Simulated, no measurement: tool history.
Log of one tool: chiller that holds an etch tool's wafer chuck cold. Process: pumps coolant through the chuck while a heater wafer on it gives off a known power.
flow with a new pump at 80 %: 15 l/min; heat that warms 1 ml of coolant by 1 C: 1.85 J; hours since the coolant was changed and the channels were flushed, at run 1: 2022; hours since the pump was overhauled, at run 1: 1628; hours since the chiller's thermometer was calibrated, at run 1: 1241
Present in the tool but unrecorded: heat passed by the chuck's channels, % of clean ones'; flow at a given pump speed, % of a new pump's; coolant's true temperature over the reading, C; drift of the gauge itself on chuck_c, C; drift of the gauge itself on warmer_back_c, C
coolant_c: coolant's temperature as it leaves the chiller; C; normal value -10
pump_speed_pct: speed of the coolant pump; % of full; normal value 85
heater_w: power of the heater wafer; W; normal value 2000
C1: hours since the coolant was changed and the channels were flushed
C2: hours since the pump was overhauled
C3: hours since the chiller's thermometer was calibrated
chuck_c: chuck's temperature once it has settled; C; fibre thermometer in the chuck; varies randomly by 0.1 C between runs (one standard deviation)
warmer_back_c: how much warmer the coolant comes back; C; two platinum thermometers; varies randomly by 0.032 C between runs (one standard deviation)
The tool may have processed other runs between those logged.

{"run": 1, "hour": 0.0, "coolant_c": -10, "pump_speed_pct": 85, "heater_w": 2000, "C1": 2022, "C2": 1628, "C3": 1241, "chuck_c": 7.0, "warmer_back_c": 4.12}
{"run": 2, "hour": 41.3, "coolant_c": -10, "pump_speed_pct": 85, "heater_w": 2079, "C1": 2063, "C2": 1670, "C3": 1283, "chuck_c": 7.7, "warmer_back_c": 4.23}
{"run": 3, "hour": 71.7, "coolant_c": -10, "pump_speed_pct": 85, "heater_w": 2079, "C1": 2094, "C2": 1700, "C3": 1313, "chuck_c": 8.0, "warmer_back_c": 4.28}
{"run": 4, "hour": 88.3, "coolant_c": -10, "pump_speed_pct": 85, "heater_w": 2000, "C1": 2110, "C2": 1717, "C3": 1330, "chuck_c": 7.1, "warmer_back_c": 4.06}
{"run": 5, "hour": 115.0, "coolant_c": -10, "pump_speed_pct": 85, "heater_w": 2000, "C1": 2137, "C2": 1743, "C3": 1356, "chuck_c": 7.1, "warmer_back_c": 4.09}
{"run": 6, "hour": 134.8, "coolant_c": -10, "pump_speed_pct": 85, "heater_w": 2000, "C1": 2157, "C2": 1763, "C3": 1376, "chuck_c": 7.1, "warmer_back_c": 4.1}
{"run": 7, "hour": 160.1, "coolant_c": -13, "pump_speed_pct": 85, "heater_w": 2000, "C1": 2182, "C2": 1788, "C3": 1401, "chuck_c": 4.1, "warmer_back_c": 4.08}
{"run": 8, "hour": 201.4, "coolant_c": -10, "pump_speed_pct": 71, "heater_w": 1793, "C1": 2224, "C2": 1830, "C3": 1443, "chuck_c": 7.4, "warmer_back_c": 4.44}
{"run": 9, "hour": 230.3, "coolant_c": -10, "pump_speed_pct": 75, "heater_w": 1329, "C1": 2252, "C2": 1859, "C3": 1472, "chuck_c": 2.5, "warmer_back_c": 3.07}
{"run": 10, "hour": 264.3, "coolant_c": -9, "pump_speed_pct": 95, "heater_w": 1329, "C1": 2286, "C2": 1893, "C3": 1505, "chuck_c": 1.5, "warmer_back_c": 2.44}
{"run": 11, "hour": 299.2, "coolant_c": -12, "pump_speed_pct": 73, "heater_w": 1334, "C1": 2321, "C2": 1928, "C3": 1540, "chuck_c": 0.7, "warmer_back_c": 3.18}
{"run": 12, "hour": 324.5, "coolant_c": -12, "pump_speed_pct": 73, "heater_w": 1334, "C1": 2347, "C2": 1953, "C3": 1566, "chuck_c": 0.6, "warmer_back_c": 3.18}

Below are 4 alternative next runs, each starting from the tool's condition after run 12. Predict each:
{"run": "A", "hour": 353.1, "coolant_c": -2, "pump_speed_pct": 73, "heater_w": 1899, "C1": 2375, "C2": 1981, "C3": 1594, "chuck_c": "?", "warmer_back_c": "?"}
{"run": "B", "hour": 353.1, "coolant_c": -10, "pump_speed_pct": 61, "heater_w": 2000, "C1": 2375, "C2": 1981, "C3": 1594, "chuck_c": "?", "warmer_back_c": "?"}
{"run": "C", "hour": 353.1, "coolant_c": -14, "pump_speed_pct": 69, "heater_w": 1529, "C1": 2375, "C2": 1981, "C3": 1594, "chuck_c": "?", "warmer_back_c": "?"}
{"run": "D", "hour": 353.1, "coolant_c": -12, "pump_speed_pct": 74, "heater_w": 1334, "C1": 2375, "C2": 1981, "C3": 1594, "chuck_c": "?", "warmer_back_c": "?"}

run=A chuck_c=16.2 warmer_back_c=4.53
run=B chuck_c=11.7 warmer_back_c=5.72
run=C chuck_c=1.1 warmer_back_c=3.86
run=D chuck_c=0.7 warmer_back_c=3.12
Take away the tool's hidden state, keep each run's random variation, and the runs would have read:
run=A chuck_c=16.1 warmer_back_c=4.53
run=B chuck_c=11.6 warmer_back_c=5.72
run=C chuck_c=1.1 warmer_back_c=3.86
run=D chuck_c=0.7 warmer_back_c=3.11
